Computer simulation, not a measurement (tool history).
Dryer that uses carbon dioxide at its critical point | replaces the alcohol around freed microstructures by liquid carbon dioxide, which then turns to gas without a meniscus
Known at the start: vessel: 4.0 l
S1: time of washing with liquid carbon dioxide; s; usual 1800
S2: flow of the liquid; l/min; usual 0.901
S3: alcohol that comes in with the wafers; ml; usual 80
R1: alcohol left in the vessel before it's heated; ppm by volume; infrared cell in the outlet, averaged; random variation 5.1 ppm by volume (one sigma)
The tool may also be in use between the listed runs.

run  hour    S1     S2   S3    R1
  1     0  1800  0.901   80    94
  2   8.6  1800  0.901   37    59
  3  14.6  1800  0.901   73    94
  4  22.6  1800  0.901   73    98
  5  30.6  1800  1.314   80    37
  6  36.9  1800  1.314   80    43
  7  45.6  1800  1.314   80    31
  8  50.3  2460  1.314   80    37
  9  58.4  1500  1.388   80    56
 10  62.7  1200  0.651   80  1435
 11  71.2  1800  1.009   80    80
 12  80.1  1800  0.704   96   368
 13  83.9  1800  0.704   96   371
 14  91.4  1200  0.901   63   473
 15  96.4  1620  0.719  103   585

Measured less the same run without the tool's hidden state. The same run-to-run variation is in both; the gauge's scatter may not be:
The hidden state here: flow that reaches the vessel past the clogged filter, %; alcohol in the recycled carbon dioxide, ppm; drift of the gauge itself on alcohol_ppm, %.
run    R1
  1   +45
  2   +34
  3   +46
  4   +49
  5   +28
  6   +29
  7   +31
  8   +27
  9   +36
 10  +339
 11   +50
 12  +154
 13  +154
 14  +176
 15  +223
